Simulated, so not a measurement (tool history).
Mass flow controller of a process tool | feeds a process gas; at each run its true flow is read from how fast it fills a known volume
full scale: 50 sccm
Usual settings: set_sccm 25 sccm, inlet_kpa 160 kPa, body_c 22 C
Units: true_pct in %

run 1 hour=0 | set_sccm=25 inlet_kpa=160 body_c=22 | true_pct=96.08
run 2 hour=161.8 | set_sccm=25 inlet_kpa=160 body_c=22 | true_pct=96.02
run 3 hour=302.9 | set_sccm=11 inlet_kpa=160 body_c=22 | true_pct=96.66
run 4 hour=560.3 | set_sccm=25 inlet_kpa=160 body_c=22 | true_pct=95.81
run 5 hour=754.6 | set_sccm=25 inlet_kpa=160 body_c=22 | true_pct=95.88
-- hour=961.8 controller exchanged for a calibrated one
run 6 hour=965 | set_sccm=25 inlet_kpa=160 body_c=22 | true_pct=98.61
run 7 hour=1081.9 | set_sccm=25 inlet_kpa=160 body_c=22 | true_pct=98.76
run 8 hour=1304.3 | set_sccm=25 inlet_kpa=160 body_c=22 | true_pct=98.55
run 9 hour=1424.1 | set_sccm=25 inlet_kpa=160 body_c=26 | true_pct=98.16
run 10 hour=1671.8 | set_sccm=25 inlet_kpa=160 body_c=26 | true_pct=98.06
run 11 hour=1834.1 | set_sccm=7 inlet_kpa=160 body_c=22 | true_pct=97.82
run 12 hour=2039.4 | set_sccm=7 inlet_kpa=160 body_c=24 | true_pct=97.66
run 13 hour=2166.6 | set_sccm=7 inlet_kpa=192 body_c=24 | true_pct=97.77
run 14 hour=2300.2 | set_sccm=7 inlet_kpa=192 body_c=24 | true_pct=97.87
run 15 hour=2499.1 | set_sccm=18 inlet_kpa=160 body_c=22 | true_pct=97.69
run 16 hour=2748.4 | set_sccm=25 inlet_kpa=160 body_c=34 | true_pct=96.95
run 17 hour=2910.9 | set_sccm=25 inlet_kpa=160 body_c=22 | true_pct=97.94
run 18 hour=3167.1 | set_sccm=8 inlet_kpa=160 body_c=22 | true_pct=97.92
run 19 hour=3387 | set_sccm=8 inlet_kpa=160 body_c=22 | true_pct=97.88
run 20 hour=3618.5 | set_sccm=25 inlet_kpa=160 body_c=22 | true_pct=97.64
run 21 hour=3729.4 | set_sccm=25 inlet_kpa=160 body_c=22 | true_pct=97.52
run 22 hour=3913.4 | set_sccm=25 inlet_kpa=233 body_c=22 | true_pct=97.91
run 23 hour=4170.6 | set_sccm=25 inlet_kpa=233 body_c=22 | true_pct=97.76
run 24 hour=4298.2 | set_sccm=25 inlet_kpa=249 body_c=22 | true_pct=97.78
run 25 hour=4456.8 | set_sccm=25 inlet_kpa=160 body_c=26 | true_pct=97
run 26 hour=4700 | set_sccm=25 inlet_kpa=160 body_c=26 | true_pct=96.82
run 27 hour=4917.9 | set_sccm=25 inlet_kpa=160 body_c=26 | true_pct=96.88
run 28 hour=5091.9 | set_sccm=32 inlet_kpa=183 body_c=36 | true_pct=96.27
run 29 hour=5221.8 | set_sccm=36 inlet_kpa=261 body_c=26 | true_pct=97.54
run 30 hour=5349.2 | set_sccm=32 inlet_kpa=191 body_c=33 | true_pct=96.42
run 31 hour=5523.1 | set_sccm=32 inlet_kpa=191 body_c=33 | true_pct=96.36
run 32 hour=5678.4 | set_sccm=25 inlet_kpa=140 body_c=21 | true_pct=96.91
-- hour=5695 controller's zero set anew
run 33 hour=5834.2 | set_sccm=25 inlet_kpa=140 body_c=21 | true_pct=97.1
run 34 hour=6024.2 | set_sccm=13 inlet_kpa=276 body_c=39 | true_pct=96.53
run 35 hour=6255.9 | set_sccm=14 inlet_kpa=160 body_c=22 | true_pct=97.14
run 36 hour=6406.5 | set_sccm=14 inlet_kpa=160 body_c=22 | true_pct=97.2
-- hour=6439.1 controller's zero set anew, once more
run 37 hour=6605.2 | set_sccm=14 inlet_kpa=160 body_c=22 | true_pct=94.56
run 38 hour=6724 | set_sccm=9 inlet_kpa=221 body_c=38 | true_pct=93.29
run 39 hour=6922.5 | set_sccm=9 inlet_kpa=165 body_c=28 | true_pct=94
run 40 hour=7143.4 | set_sccm=9 inlet_kpa=165 body_c=28 | true_pct=93.98
run 41 hour=7250.9 | set_sccm=29 inlet_kpa=239 body_c=22 | true_pct=95.8
run 42 hour=7444.9 | set_sccm=29 inlet_kpa=239 body_c=22 | true_pct=95.54
-- hour=7565.8 controller exchanged for a calibrated one
run 43 hour=7684.3 | set_sccm=49 inlet_kpa=273 body_c=22 | true_pct=100.41
run 44 hour=7910.7 | set_sccm=49 inlet_kpa=228 body_c=35 | true_pct=99.05
run 45 hour=8034.1 | set_sccm=9 inlet_kpa=165 body_c=28 | true_pct=97.06
run 46 hour=8196.3 | set_sccm=11 inlet_kpa=198 body_c=22 | true_pct=97.66
run 47 hour=8385.4 | set_sccm=11 inlet_kpa=198 body_c=22 | true_pct=97.6

Forecast each of these 4 alternatives for the next run:
run A hour=8524.5 | set_sccm=11 inlet_kpa=198 body_c=34 | true_pct=?
run B hour=8524.5 | set_sccm=17 inlet_kpa=154 body_c=27 | true_pct=?
run C hour=8524.5 | set_sccm=25 inlet_kpa=160 body_c=28 | true_pct=?
run D hour=8524.5 | set_sccm=7 inlet_kpa=160 body_c=22 | true_pct=?

run=A true_pct=96.56
run=B true_pct=97.29
run=C true_pct=97.58
run=D true_pct=97.41
Without the tool's hidden state the same runs would have given:
run=A true_pct=96.72
run=B true_pct=97.62
run=C true_pct=98.01
run=D true_pct=97.3
